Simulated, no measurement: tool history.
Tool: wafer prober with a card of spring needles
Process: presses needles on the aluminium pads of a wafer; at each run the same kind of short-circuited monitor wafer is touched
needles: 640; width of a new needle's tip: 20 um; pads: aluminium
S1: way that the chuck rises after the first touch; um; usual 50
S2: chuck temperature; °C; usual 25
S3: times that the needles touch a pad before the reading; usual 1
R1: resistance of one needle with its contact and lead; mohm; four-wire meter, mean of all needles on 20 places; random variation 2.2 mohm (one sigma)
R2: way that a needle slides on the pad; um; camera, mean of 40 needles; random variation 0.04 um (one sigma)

run   hour  S1   S2  S3   R1     R2
  1    0.0  50   25   1  289   9.16
  2    5.7  63   25   1  286  11.57
  3   15.9  50   25   1  332   9.22
  4   26.6  50   25   1  344   9.16
      29.6  -- tips cleaned on abrasive film
  5   35.7  50   25   1  358   9.16
  6   45.4  50   25   1  360   9.10
  7   55.2  50   25   1  357   9.22
  8   61.6  50   25   1  359   9.17
      67.9  -- tips cleaned on abrasive film
  9   73.0  50   25   1  279   9.12
      81.0  -- tips cleaned on abrasive film, once more
 10   81.9  50   25   1  261   9.13
 11   90.2  52  122   1  312   9.51
 12  102.1  52  122   1  337   9.44
 13  109.4  49  100   1  348   8.97
     118.9  -- tips cleaned on abrasive film
 14  120.0  36   25   1  283   6.43
 15  125.8  50   25   2  270   9.08
 16  131.4  50   25   2  283   9.16
 17  139.9  50   25   2  293   9.13
 18  150.2  48   27   2  312   8.74
     157.4  -- tips cleaned on abrasive film
 19  161.8  48   27   2  262   8.79
 20  169.1  53   25   2  277   9.67

3 ways to go on from here, each from the tool as it stands after run 20. What would each give?
  A  174.8  55  76   2   ?   ?
  B  174.8  51  31   3   ?   ?
  C  174.8  63  25   1   ?   ?

run   R1     R2
  A  291   9.97
  B  274   9.32
  C  286  11.51
Without the tool's hidden state the same runs would have given:
run   R1     R2
  A  254  10.14
  B  247   9.48
  C  235  11.67
